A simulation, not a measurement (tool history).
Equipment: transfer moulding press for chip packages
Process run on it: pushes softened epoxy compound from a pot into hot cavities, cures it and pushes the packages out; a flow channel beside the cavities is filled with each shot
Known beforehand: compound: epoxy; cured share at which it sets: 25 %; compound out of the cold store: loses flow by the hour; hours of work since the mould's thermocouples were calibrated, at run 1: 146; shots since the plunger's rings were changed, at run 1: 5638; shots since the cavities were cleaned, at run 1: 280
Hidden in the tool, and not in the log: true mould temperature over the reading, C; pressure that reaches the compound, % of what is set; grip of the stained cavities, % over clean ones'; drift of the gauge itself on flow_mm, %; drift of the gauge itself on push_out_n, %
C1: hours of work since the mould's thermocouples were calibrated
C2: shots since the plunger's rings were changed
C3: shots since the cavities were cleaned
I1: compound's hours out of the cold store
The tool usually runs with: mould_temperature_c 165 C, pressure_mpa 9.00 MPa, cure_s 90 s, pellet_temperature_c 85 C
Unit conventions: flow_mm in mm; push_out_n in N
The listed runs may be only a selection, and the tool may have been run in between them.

run 1 hour=0.0 | mould_temperature_c=165 pressure_mpa=9.00 cure_s=90 pellet_temperature_c=85 | C1=146 C2=5638 C3=280 | I1=29.6 | flow_mm=726 push_out_n=537
-- hour=8.0 plunger's sealing rings changed
run 2 hour=15.3 | mould_temperature_c=165 pressure_mpa=9.00 cure_s=90 pellet_temperature_c=85 | C1=153 C2=72 C3=406 | I1=22.2 | flow_mm=777 push_out_n=588
run 3 hour=24.3 | mould_temperature_c=165 pressure_mpa=9.00 cure_s=90 pellet_temperature_c=85 | C1=157 C2=159 C3=493 | I1=35.4 | flow_mm=738 push_out_n=582
run 4 hour=33.2 | mould_temperature_c=165 pressure_mpa=9.00 cure_s=90 pellet_temperature_c=85 | C1=161 C2=246 C3=580 | I1=32.3 | flow_mm=749 push_out_n=602
-- hour=40.8 cavities cleaned with cleaning compound and waxed
run 5 hour=43.3 | mould_temperature_c=165 pressure_mpa=9.00 cure_s=90 pellet_temperature_c=80 | C1=166 C2=331 C3=25 | I1=15.0 | flow_mm=807 push_out_n=464
run 6 hour=56.9 | mould_temperature_c=165 pressure_mpa=9.00 cure_s=90 pellet_temperature_c=80 | C1=172 C2=463 C3=157 | I1=13.4 | flow_mm=806 push_out_n=526
run 7 hour=70.2 | mould_temperature_c=165 pressure_mpa=9.00 cure_s=115 pellet_temperature_c=85 | C1=179 C2=593 C3=287 | I1=28.5 | flow_mm=753 push_out_n=476
run 8 hour=78.2 | mould_temperature_c=165 pressure_mpa=9.00 cure_s=115 pellet_temperature_c=85 | C1=183 C2=671 C3=365 | I1=12.5 | flow_mm=812 push_out_n=498
run 9 hour=87.6 | mould_temperature_c=165 pressure_mpa=9.00 cure_s=115 pellet_temperature_c=85 | C1=187 C2=764 C3=458 | I1=32.7 | flow_mm=739 push_out_n=512
run 10 hour=99.6 | mould_temperature_c=165 pressure_mpa=9.00 cure_s=94 pellet_temperature_c=85 | C1=193 C2=881 C3=575 | I1=43.6 | flow_mm=706 push_out_n=585
-- hour=107.8 cavities cleaned with cleaning compound and waxed
run 11 hour=109.4 | mould_temperature_c=165 pressure_mpa=9.00 cure_s=94 pellet_temperature_c=85 | C1=197 C2=962 C3=16 | I1=44.9 | flow_mm=708 push_out_n=432
run 12 hour=122.9 | mould_temperature_c=159 pressure_mpa=9.00 cure_s=90 pellet_temperature_c=85 | C1=204 C2=1094 C3=148 | I1=12.6 | flow_mm=825 push_out_n=722
run 13 hour=134.1 | mould_temperature_c=159 pressure_mpa=9.00 cure_s=90 pellet_temperature_c=85 | C1=209 C2=1203 C3=257 | I1=40.7 | flow_mm=733 push_out_n=740
run 14 hour=146.6 | mould_temperature_c=159 pressure_mpa=9.00 cure_s=90 pellet_temperature_c=85 | C1=216 C2=1326 C3=380 | I1=35.1 | flow_mm=748 push_out_n=771
run 15 hour=159.9 | mould_temperature_c=162 pressure_mpa=9.00 cure_s=71 pellet_temperature_c=85 | C1=222 C2=1456 C3=510 | I1=12.1 | flow_mm=820 push_out_n=1142
run 16 hour=166.9 | mould_temperature_c=161 pressure_mpa=10.04 cure_s=90 pellet_temperature_c=76 | C1=226 C2=1525 C3=579 | I1=19.6 | flow_mm=833 push_out_n=757
-- hour=174.3 cavities cleaned with cleaning compound and waxed
run 17 hour=180.4 | mould_temperature_c=165 pressure_mpa=8.41 cure_s=90 pellet_temperature_c=85 | C1=231 C2=1642 C3=60 | I1=28.8 | flow_mm=721 push_out_n=496
run 18 hour=193.7 | mould_temperature_c=169 pressure_mpa=10.05 cure_s=97 pellet_temperature_c=75 | C1=238 C2=1772 C3=190 | I1=45.7 | flow_mm=733 push_out_n=471
run 19 hour=200.4 | mould_temperature_c=165 pressure_mpa=7.37 cure_s=80 pellet_temperature_c=89 | C1=241 C2=1837 C3=255 | I1=21.7 | flow_mm=692 push_out_n=617
run 20 hour=209.4 | mould_temperature_c=165 pressure_mpa=7.37 cure_s=80 pellet_temperature_c=89 | C1=246 C2=1926 C3=344 | I1=41.7 | flow_mm=637 push_out_n=629
run 21 hour=216.7 | mould_temperature_c=161 pressure_mpa=8.95 cure_s=82 pellet_temperature_c=84 | C1=249 C2=1996 C3=414 | I1=14.7 | flow_mm=797 push_out_n=907
run 22 hour=226.7 | mould_temperature_c=161 pressure_mpa=8.95 cure_s=82 pellet_temperature_c=84 | C1=254 C2=2095 C3=513 | I1=23.7 | flow_mm=774 push_out_n=875
run 23 hour=238.1 | mould_temperature_c=165 pressure_mpa=9.00 cure_s=90 pellet_temperature_c=79 | C1=260 C2=2206 C3=624 | I1=15.5 | flow_mm=790 push_out_n=634
-- hour=240.7 cavities cleaned with cleaning compound and waxed
run 24 hour=253.4 | mould_temperature_c=171 pressure_mpa=10.68 cure_s=96 pellet_temperature_c=76 | C1=266 C2=2341 C3=124 | I1=42.6 | flow_mm=757 push_out_n=445
run 25 hour=266.7 | mould_temperature_c=165 pressure_mpa=9.00 cure_s=122 pellet_temperature_c=85 | C1=273 C2=2471 C3=254 | I1=8.3 | flow_mm=816 push_out_n=472
run 26 hour=279.3 | mould_temperature_c=165 pressure_mpa=9.00 cure_s=84 pellet_temperature_c=85 | C1=279 C2=2594 C3=377 | I1=15.2 | flow_mm=789 push_out_n=628
run 27 hour=288.8 | mould_temperature_c=165 pressure_mpa=9.39 cure_s=90 pellet_temperature_c=85 | C1=284 C2=2687 C3=470 | I1=29.2 | flow_mm=762 push_out_n=590
run 28 hour=297.6 | mould_temperature_c=165 pressure_mpa=9.60 cure_s=90 pellet_temperature_c=85 | C1=288 C2=2774 C3=557 | I1=41.2 | flow_mm=727 push_out_n=587

Branching from run 28: 3 alternative next runs. What would each branch give?
-- hour=307.6 cavities cleaned with cleaning compound and waxed
run A hour=311.2 | mould_temperature_c=165 pressure_mpa=10.83 cure_s=90 pellet_temperature_c=85 | C1=294 C2=2892 C3=36 | I1=22.1 | flow_mm=? push_out_n=?
-- hour=307.6 cavities cleaned with cleaning compound and waxed
run B hour=311.2 | mould_temperature_c=171 pressure_mpa=7.37 cure_s=76 pellet_temperature_c=85 | C1=294 C2=2892 C3=36 | I1=37.3 | flow_mm=? push_out_n=?
-- hour=307.6 cavities cleaned with cleaning compound and waxed
run C hour=311.2 | mould_temperature_c=165 pressure_mpa=9.40 cure_s=90 pellet_temperature_c=85 | C1=294 C2=2892 C3=36 | I1=34.1 | flow_mm=? push_out_n=?

run=A flow_mm=837 push_out_n=466
run=B flow_mm=634 push_out_n=445
run=C flow_mm=738 push_out_n=471
What these runs would have given with no unlogged condition in the tool:
run=A flow_mm=859 push_out_n=453
run=B flow_mm=651 push_out_n=431
run=C flow_mm=757 push_out_n=457

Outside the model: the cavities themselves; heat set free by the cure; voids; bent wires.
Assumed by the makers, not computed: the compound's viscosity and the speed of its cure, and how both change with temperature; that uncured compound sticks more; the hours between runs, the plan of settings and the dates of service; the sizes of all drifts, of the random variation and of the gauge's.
